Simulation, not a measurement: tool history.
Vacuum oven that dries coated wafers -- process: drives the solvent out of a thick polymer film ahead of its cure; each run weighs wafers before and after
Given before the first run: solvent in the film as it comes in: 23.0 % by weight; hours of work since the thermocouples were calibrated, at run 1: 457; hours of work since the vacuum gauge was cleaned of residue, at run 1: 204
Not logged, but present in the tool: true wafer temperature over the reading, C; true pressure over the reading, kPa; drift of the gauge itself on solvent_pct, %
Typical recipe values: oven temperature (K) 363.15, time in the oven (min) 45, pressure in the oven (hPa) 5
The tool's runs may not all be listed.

run	hour	oven temperature (K)	time in the oven (min)	pressure in the oven (hPa)	hours of work since the thermocouples were calibrated	hours of work since the vacuum gauge was cleaned of residue	solvent left in the film (%)
1	0	363.15	45	5	457	204	5.26
2	36.6	363.15	45	5	485	232	5.22
3	86.9	363.15	45	5	523	271	5.33
4	130.6	363.15	45	5	557	304	5.24
5	160.8	363.15	45	5	580	328	5.11
6	196.2	363.15	45	5	607	355	5.15
7	227.1	363.15	45	5	631	378	5.06
8	252.1	363.15	45	5	650	398	5.17
9	291.3	363.15	62	5	680	428	3.15
10	319.3	363.15	62	5	701	449	3.19
11	357.1	363.15	62	5	730	478	3.22
12	393.4	363.15	35	5	758	506	6.7
13	432.9	352.15	35	5	789	536	12.01
14	458.6	367.15	35	5	808	556	4.78
15	482.7	367.15	35	5	827	574	4.8
16	518.6	367.15	35	5	854	602	4.88
17	562.6	367.15	35	5	888	636	4.77
18	606.1	363.15	45	5	921	669	4.82
19	654.3	363.15	45	5	958	706	4.93
20	704.7	363.15	45	5	997	745	4.81
21	749.2	363.15	45	10.98	1031	779	5.03
22	796.3	363.15	45	10.98	1067	815	4.91
23	832.5	363.15	45	3.18	1095	842	4.69
24	872.6	363.15	45	3.18	1126	873	4.68
25	896.7	363.15	45	3.18	1144	892	4.72
26	927.3	363.15	45	3.18	1167	915	4.75
27	953	357.15	29	4.62	1187	935	10.64
28	990.8	357.15	29	2.78	1216	964	10.4
29	1016.6	367.15	45	5	1236	984	3.04
30	1055.6	372.15	23	8.53	1266	1014	5.01
31	1096	363.15	33	18.93	1297	1044	7.06
32	1123	348.15	46	5	1317	1065	11.61
33	1165	363.15	45	12.26	1350	1097	4.83
# hour 1180.5: oven's thermocouples calibrated
34	1209.1	363.15	60	11.03	22	1130	3.89
35	1245.6	363.15	60	11.03	50	1158	3.85
36	1273.5	363.15	53	5	71	1179	4.43
37	1304.9	350.15	24	4.22	95	1203	14.48
38	1332.1	350.15	39	3.7	116	1224	12.41
39	1372.7	355.15	28	7.9	147	1255	12.12
40	1407	360.15	29	4.11	174	1281	9.73
41	1450.4	363.15	45	2.61	207	1315	5.41
42	1497.1	366.15	33	2.61	243	1350	6
43	1545.8	361.15	24	8.03	280	1388	10.38
44	1597	376.15	43	7.9	319	1427	1.14

Some steps in solvent left in the film (%), run to run, broken into two amounts with sign: the step expected even without the hidden condition (settings, incoming material, random variation), and the rest, left for the hidden condition together with whatever gauge scatter is not in both the measured and the hidden-condition-free result:
Run 28 -> 29: oven temperature (K) 357.15 -> 367.15, time in the oven (min) 29 -> 45, pressure in the oven (hPa) 2.78 -> 5. solvent left in the film (%) -7.36: hidden state +0.08, all else -7.44.
Run 29 -> 30: oven temperature (K) 367.15 -> 372.15, time in the oven (min) 45 -> 23, pressure in the oven (hPa) 5 -> 8.53. solvent left in the film (%) +1.97: hidden state -0.14, all else +2.11.
Run 31 -> 32: oven temperature (K) 363.15 -> 348.15, time in the oven (min) 33 -> 46, pressure in the oven (hPa) 18.93 -> 5. solvent left in the film (%) +4.55: hidden state +0.14, all else +4.41.
Run 33 -> 34: time in the oven (min) 45 -> 60, pressure in the oven (hPa) 12.26 -> 11.03, oven's thermocouples calibrated. solvent left in the film (%) -0.94: hidden state +0.93, all else -1.87.
Run 36 -> 37: oven temperature (K) 363.15 -> 350.15, time in the oven (min) 53 -> 24, pressure in the oven (hPa) 5 -> 4.22. solvent left in the film (%) +10.05: hidden state -0.02, all else +10.07.
Run 43 -> 44: oven temperature (K) 361.15 -> 376.15, time in the oven (min) 24 -> 43, pressure in the oven (hPa) 8.03 -> 7.9. solvent left in the film (%) -9.24: hidden state +0.13, all else -9.37.
